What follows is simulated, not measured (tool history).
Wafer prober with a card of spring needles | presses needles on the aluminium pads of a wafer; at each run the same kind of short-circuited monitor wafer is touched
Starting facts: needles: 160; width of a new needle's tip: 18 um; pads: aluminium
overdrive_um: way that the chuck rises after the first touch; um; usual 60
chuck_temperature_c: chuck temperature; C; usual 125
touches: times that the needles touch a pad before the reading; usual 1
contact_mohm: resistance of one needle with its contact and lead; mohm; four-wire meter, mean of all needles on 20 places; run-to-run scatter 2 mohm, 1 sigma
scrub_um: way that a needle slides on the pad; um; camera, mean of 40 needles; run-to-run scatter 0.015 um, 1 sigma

run 1 day=0 | overdrive_um=60 chuck_temperature_c=125 touches=1 | contact_mohm=247 scrub_um=9.81
-- day=0.217 tips cleaned on abrasive film
run 2 day=0.638 | overdrive_um=60 chuck_temperature_c=125 touches=1 | contact_mohm=249 scrub_um=9.79
-- day=0.817 tips cleaned on abrasive film
run 3 day=1.204 | overdrive_um=60 chuck_temperature_c=125 touches=1 | contact_mohm=246 scrub_um=9.78
-- day=1.4 tips cleaned on abrasive film
run 4 day=1.662 | overdrive_um=60 chuck_temperature_c=125 touches=1 | contact_mohm=241 scrub_um=9.79
-- day=1.954 tips cleaned on abrasive film
run 5 day=2.008 | overdrive_um=60 chuck_temperature_c=125 touches=1 | contact_mohm=231 scrub_um=9.78
-- day=2.525 tips cleaned on abrasive film
run 6 day=2.546 | overdrive_um=60 chuck_temperature_c=125 touches=1 | contact_mohm=221 scrub_um=9.78
run 7 day=2.979 | overdrive_um=54 chuck_temperature_c=125 touches=1 | contact_mohm=259 scrub_um=8.76
-- day=3.108 tips cleaned on abrasive film
run 8 day=3.446 | overdrive_um=54 chuck_temperature_c=91 touches=1 | contact_mohm=246 scrub_um=8.74
-- day=3.679 tips cleaned on abrasive film
run 9 day=4.208 | overdrive_um=60 chuck_temperature_c=57 touches=1 | contact_mohm=245 scrub_um=9.75
-- day=4.258 tips cleaned on abrasive film
run 10 day=4.625 | overdrive_um=74 chuck_temperature_c=125 touches=1 | contact_mohm=233 scrub_um=12.09
-- day=4.833 tips cleaned on abrasive film
run 11 day=5.279 | overdrive_um=60 chuck_temperature_c=125 touches=2 | contact_mohm=237 scrub_um=9.74
-- day=5.383 tips cleaned on abrasive film
run 12 day=5.696 | overdrive_um=60 chuck_temperature_c=125 touches=2 | contact_mohm=228 scrub_um=9.74
-- day=5.925 tips cleaned on abrasive film
run 13 day=6.442 | overdrive_um=60 chuck_temperature_c=125 touches=2 | contact_mohm=242 scrub_um=9.72
-- day=6.492 tips cleaned on abrasive film
-- day=7.042 tips cleaned on abrasive film
run 14 day=7.108 | overdrive_um=60 chuck_temperature_c=125 touches=1 | contact_mohm=227 scrub_um=9.69
-- day=7.642 tips cleaned on abrasive film
run 15 day=7.875 | overdrive_um=60 chuck_temperature_c=125 touches=1 | contact_mohm=240 scrub_um=9.68
-- day=7.942 height of the first contact set anew
-- day=8.221 tips cleaned on abrasive film
run 16 day=8.55 | overdrive_um=60 chuck_temperature_c=125 touches=1 | contact_mohm=247 scrub_um=9.6

Run 17 comes next. What will it give?
-- day=8.808 tips cleaned on abrasive film
run 17 day=8.95 | overdrive_um=50 chuck_temperature_c=125 touches=2 | contact_mohm=? scrub_um=?

Run 17 measured contact_mohm 233 mohm, scrub_um 7.92 um.
If the tool had no hidden condition, the same run with the same run-to-run variation would have returned contact_mohm 219 mohm, scrub_um 8.35 um.
